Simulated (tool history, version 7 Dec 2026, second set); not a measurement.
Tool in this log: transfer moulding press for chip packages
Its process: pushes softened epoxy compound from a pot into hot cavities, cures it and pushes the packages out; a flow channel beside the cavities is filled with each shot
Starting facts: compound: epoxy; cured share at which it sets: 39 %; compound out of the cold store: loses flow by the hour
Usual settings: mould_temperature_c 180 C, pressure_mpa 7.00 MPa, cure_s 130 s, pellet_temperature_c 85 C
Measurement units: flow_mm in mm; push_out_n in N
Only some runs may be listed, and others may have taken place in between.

run,day,mould_temperature_c,pressure_mpa,cure_s,pellet_temperature_c,incoming compound's hours out of the cold store,flow_mm,push_out_n
1,0.000,180,7.00,130,85,33.6,651,650
2,1.100,180,7.00,130,85,27.0,666,832
3,1.746,180,7.42,130,85,32.9,671,868
# day 2.350: cavities cleaned with cleaning compound and waxed
4,2.900,180,7.42,130,85,29.2,676,1194
5,3.888,180,7.42,130,85,18.7,704,1217
6,4.483,180,7.00,130,85,31.5,652,1169
# day 4.600: cavities cleaned with cleaning compound and waxed, once more
7,5.433,180,7.00,130,85,39.6,630,724
8,5.921,186,7.00,129,85,25.5,645,677
9,6.571,180,5.37,130,85,22.8,586,923
# day 7.108: cavities cleaned with cleaning compound and waxed
10,7.379,180,7.00,143,85,43.9,621,574
11,8.271,180,7.00,130,80,20.0,675,842
# day 8.675: plunger's sealing rings changed
12,9.354,178,5.53,135,84,14.5,645,957
# day 9.717: cavities cleaned with cleaning compound and waxed
13,10.150,180,8.76,130,79,19.6,785,689
14,10.704,175,6.14,130,79,16.8,679,1048

What if the next run were any one of these 5? Each begins from the tool's condition after run 14:
A,11.279,178,6.00,130,76,30.7,?,?
B,11.279,175,6.14,142,79,28.9,?,?
C,11.279,175,6.14,160,79,37.9,?,?
D,11.279,182,7.00,130,85,45.7,?,?
E,11.279,185,7.00,125,85,17.5,?,?

run,flow_mm,push_out_n
A,628,959
B,647,954
C,629,751
D,639,726
E,691,740
With the hidden condition removed and each run's random variation left untouched, the same runs would have given:
run,flow_mm,push_out_n
A,634,717
B,654,716
C,635,553
D,644,532
E,697,540

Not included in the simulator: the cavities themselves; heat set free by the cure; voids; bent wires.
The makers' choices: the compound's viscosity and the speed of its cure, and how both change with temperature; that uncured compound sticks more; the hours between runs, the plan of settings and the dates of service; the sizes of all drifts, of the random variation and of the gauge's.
